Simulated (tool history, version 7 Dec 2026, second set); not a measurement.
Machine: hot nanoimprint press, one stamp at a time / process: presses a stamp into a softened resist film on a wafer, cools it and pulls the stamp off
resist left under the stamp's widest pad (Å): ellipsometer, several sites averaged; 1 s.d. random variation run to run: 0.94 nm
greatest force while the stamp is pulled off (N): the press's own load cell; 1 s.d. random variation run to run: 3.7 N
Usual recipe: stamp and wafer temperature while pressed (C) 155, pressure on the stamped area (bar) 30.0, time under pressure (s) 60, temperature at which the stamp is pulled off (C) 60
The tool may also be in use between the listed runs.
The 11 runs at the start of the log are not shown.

run   hour  stamp and wafer temperature while pressed (C)  pressure on the stamped area (bar)  time under pressure (s)  temperature at which the stamp is pulled off (C)  hours of work since the thermocouple was calibrated  imprints on the stamp's release coat  hours of work since the press's seals were changed  resist left under the stamp's widest pad (Å)  greatest force while the stamp is pulled off (N)
 12  135.0                                            155                                30.0                       60                                                60                                                  472                                   265                                                 320                                          1796                                               194
     144.9  -- plate thermocouple calibrated
 13  155.6                                            155                                30.0                       60                                                60                                                    6                                   308                                                 330                                          1871                                               202
 14  169.8                                            155                                30.0                       60                                                60                                                   13                                   344                                                 337                                          1835                                               200
 15  180.1                                            155                                30.0                       60                                                60                                                   19                                   369                                                 343                                          1840                                               200
 16  190.5                                            155                                30.0                       60                                                60                                                   24                                   395                                                 348                                          1859                                               202
 17  208.1                                            155                                30.0                       60                                                60                                                   33                                   439                                                 358                                          1837                                               204
 18  222.1                                            155                                30.0                       60                                                60                                                   41                                   474                                                 365                                          1842                                               205
 19  240.0                                            155                                19.7                       39                                                57                                                   50                                   518                                                 375                                          2680                                               208
 20  256.6                                            155                                19.7                       39                                                57                                                   59                                   559                                                 383                                          2668                                               220
     270.6  -- stamp cleaned and given a new release coat
 21  270.6                                            155                                19.7                       39                                                57                                                   64                                     0                                                 388                                          2665                                               190
 22  283.8                                            161                                19.7                       39                                                62                                                   70                                    33                                                 395                                          2237                                               177
 23  296.3                                            161                                46.1                       37                                                62                                                   77                                    64                                                 401                                          1419                                               190
 24  311.3                                            161                                25.9                       35                                                58                                                   85                                   101                                                 409                                          1979                                               193
 25  324.4                                            161                                25.9                       35                                                58                                                   92                                   134                                                 416                                          1991                                               192
 26  341.7                                            161                                25.9                       35                                                49                                                  101                                   177                                                 425                                          2001                                               207
 27  351.9                                            161                                25.9                       35                                                49                                                  107                                   202                                                 431                                          2002                                               211
 28  362.9                                            161                                25.9                       35                                                49                                                  112                                   230                                                 437                                          2002                                               214
 29  376.6                                            155                                30.0                       60                                                49                                                  120                                   264                                                 444                                          1830                                               214
 30  393.5                                            155                                34.7                       44                                                61                                                  129                                   306                                                 453                                          1878                                               192
 31  407.1                                            155                                18.2                       44                                                62                                                  136                                   339                                                 460                                          2658                                               195

Forecast each of these 3 alternatives for the next run:
  A  423.8                                            155                                18.2                      102                                                62                                                  145                                   381                                                 469                                             ?                                                 ?
  B  423.8                                            155                                30.0                       60                                                58                                                  145                                   381                                                 469                                             ?                                                 ?
  C  423.8                                            155                                28.7                       62                                                62                                                  145                                   381                                                 469                                             ?                                                 ?

run  resist left under the stamp's widest pad (Å)  greatest force while the stamp is pulled off (N)
  A                                          1997                                               196
  B                                          1817                                               207
  C                                          1854                                               197
With no hidden state in the tool, these same runs would have given:
run  resist left under the stamp's widest pad (Å)  greatest force while the stamp is pulled off (N)
  A                                          2025                                               182
  B                                          1835                                               192
  C                                          1872                                               183
